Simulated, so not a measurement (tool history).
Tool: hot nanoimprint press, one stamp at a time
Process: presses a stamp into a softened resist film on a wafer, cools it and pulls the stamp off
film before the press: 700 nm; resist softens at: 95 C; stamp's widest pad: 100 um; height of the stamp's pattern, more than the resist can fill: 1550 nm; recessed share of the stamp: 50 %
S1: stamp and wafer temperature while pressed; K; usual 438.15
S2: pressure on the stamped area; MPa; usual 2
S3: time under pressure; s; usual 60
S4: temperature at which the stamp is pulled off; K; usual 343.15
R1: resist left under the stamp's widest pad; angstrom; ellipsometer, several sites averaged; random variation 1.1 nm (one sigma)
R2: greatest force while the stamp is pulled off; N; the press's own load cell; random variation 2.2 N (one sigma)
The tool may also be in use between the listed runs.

| run | hour | S1 | S2 | S3 | S4 | R1 | R2 |
|---|---|---|---|---|---|---|---|
| 1 | 0 | 438.15 | 2 | 60 | 343.15 | 3153 | 239 |
|  | 13.7 | stamp cleaned and given a new release coat |
| 2 | 29 | 438.15 | 2 | 60 | 343.15 | 3165 | 223 |
| 3 | 54.1 | 438.15 | 2 | 60 | 343.15 | 3179 | 221 |
|  | 59.6 | plate thermocouple calibrated |
| 4 | 89.1 | 438.15 | 2 | 60 | 343.15 | 3138 | 225 |
| 5 | 141.6 | 438.15 | 2 | 60 | 343.15 | 3132 | 232 |
| 6 | 198.4 | 438.15 | 2 | 70 | 343.15 | 2956 | 236 |
|  | 209.1 | stamp cleaned and given a new release coat |
| 7 | 245.2 | 438.15 | 2.08 | 60 | 343.15 | 3063 | 222 |
| 8 | 285.4 | 438.15 | 2.08 | 60 | 343.15 | 3054 | 225 |
|  | 307.2 | press's hydraulic seals changed and the load cell set to zero |
| 9 | 333 | 438.15 | 2.83 | 60 | 343.15 | 2521 | 230 |
|  | 353.8 | plate thermocouple calibrated, once more |
| 10 | 384.8 | 438.15 | 2 | 60 | 343.15 | 3207 | 236 |
|  | 410.8 | stamp cleaned and given a new release coat |
| 11 | 431.5 | 438.15 | 2 | 60 | 343.15 | 3188 | 223 |
| 12 | 463.8 | 438.15 | 2 | 60 | 343.15 | 3200 | 233 |
| 13 | 519.4 | 438.15 | 2 | 60 | 343.15 | 3192 | 234 |
| 14 | 571.7 | 438.15 | 2 | 60 | 343.15 | 3177 | 240 |
|  | 600.9 | stamp cleaned and given a new release coat |
| 15 | 600.9 | 438.15 | 2 | 60 | 343.15 | 3187 | 222 |
| 16 | 649.1 | 436.15 | 1.56 | 91 | 343.15 | 3394 | 231 |
| 17 | 682.9 | 442.15 | 3.18 | 46 | 334.15 | 2272 | 279 |
| 18 | 720 | 438.15 | 2 | 52 | 338.15 | 3333 | 268 |
| 19 | 764.4 | 438.15 | 2 | 110 | 343.15 | 2521 | 242 |
|  | 792.4 | stamp cleaned and given a new release coat |
| 20 | 820.4 | 449.15 | 2 | 84 | 342.15 | 1616 | 231 |
| 21 | 877 | 449.15 | 1.59 | 62 | 350.15 | 2069 | 194 |
| 22 | 913 | 449.15 | 1.59 | 62 | 350.15 | 2050 | 194 |
| 23 | 963.1 | 449.15 | 1.59 | 33 | 340.15 | 2629 | 257 |
|  | 982.6 | stamp cleaned and given a new release coat |
| 24 | 1008.3 | 441.15 | 1.59 | 33 | 340.15 | 3737 | 239 |
|  | 1019.4 | plate thermocouple calibrated |
| 25 | 1037.1 | 445.15 | 2 | 60 | 348.15 | 2342 | 203 |
| 26 | 1072.6 | 441.15 | 1.58 | 35 | 333.15 | 3853 | 291 |
| 27 | 1104.6 | 442.15 | 2.05 | 70 | 337.15 | 2530 | 268 |
| 28 | 1140.8 | 438.15 | 1.51 | 48 | 343.15 | 4011 | 240 |
|  | 1174.7 | stamp cleaned and given a new release coat |
| 29 | 1174.7 | 438.15 | 2 | 36 | 339.15 | 3907 | 248 |

Measured less the same run without the tool's hidden state. The same run-to-run variation is in both; the gauge's scatter may not be:
The hidden state here: true temperature over the reading, C; pressure that arrives at the usual setting, %; grip of the stamp's worn release coat, % over a new coat's; drift of the gauge itself on residual_nm, %; drift of the gauge itself on pull_off_n, %.
| run | R1 | R2 |
|---|---|---|
| 1 | -56 | +15 |
| 2 | -60 | -3 |
| 3 | -62 | +0 |
| 4 | -82 | +2 |
| 5 | -89 | +7 |
| 6 | -92 | +12 |
| 7 | -94 | -3 |
| 8 | -98 | +1 |
| 9 | -184 | +5 |
| 10 | -15 | +16 |
| 11 | -20 | +2 |
| 12 | -25 | +5 |
| 13 | -31 | +10 |
| 14 | -37 | +16 |
| 15 | -40 | -2 |
| 16 | -53 | +3 |
| 17 | -29 | +8 |
| 18 | -57 | +11 |
| 19 | -53 | +15 |
| 20 | -32 | +0 |
| 21 | -48 | +3 |
| 22 | -50 | +7 |
| 23 | -66 | +16 |
| 24 | -98 | -2 |
| 25 | +59 | +6 |
| 26 | +69 | +12 |
| 27 | +59 | +15 |
| 28 | +58 | +17 |
| 29 | +68 | +1 |
